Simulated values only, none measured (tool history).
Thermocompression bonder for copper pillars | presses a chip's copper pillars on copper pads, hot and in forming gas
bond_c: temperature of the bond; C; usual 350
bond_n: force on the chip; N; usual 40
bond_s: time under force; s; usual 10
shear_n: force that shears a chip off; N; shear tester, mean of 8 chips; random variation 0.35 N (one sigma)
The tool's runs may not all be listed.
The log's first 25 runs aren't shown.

run	hour	bond_c	bond_n	bond_s	shear_n
26	737.8	323	40	16	54.6
27	762.4	334	40	15	59.5
# hour 778.7: forming gas filter changed
28	797	339	33	10	48.8
29	816.1	339	33	10	48.9
30	842.1	360	40	17	78.5
31	858.1	360	40	17	78.6
32	886.9	360	43	11	73.7
33	920.7	350	46	19	79.9
34	951.8	350	40	20	75.7
35	990.7	350	40	20	75.5
36	1021.3	350	40	20	76.6
37	1039.1	334	40	9	50.8
38	1077.7	351	48	9	67.9
39	1113.9	336	33	10	47.1

Forecast each of these 3 alternatives for the next run:
A	1140.4	350	26	5	?
B	1140.4	344	40	5	?
C	1140.4	332	42	10	?

run	shear_n
A	36.1
B	45.3
C	52.6
Without the tool's hidden state the same runs would have given:
run	shear_n
A	36.1
B	45.3
C	52.7

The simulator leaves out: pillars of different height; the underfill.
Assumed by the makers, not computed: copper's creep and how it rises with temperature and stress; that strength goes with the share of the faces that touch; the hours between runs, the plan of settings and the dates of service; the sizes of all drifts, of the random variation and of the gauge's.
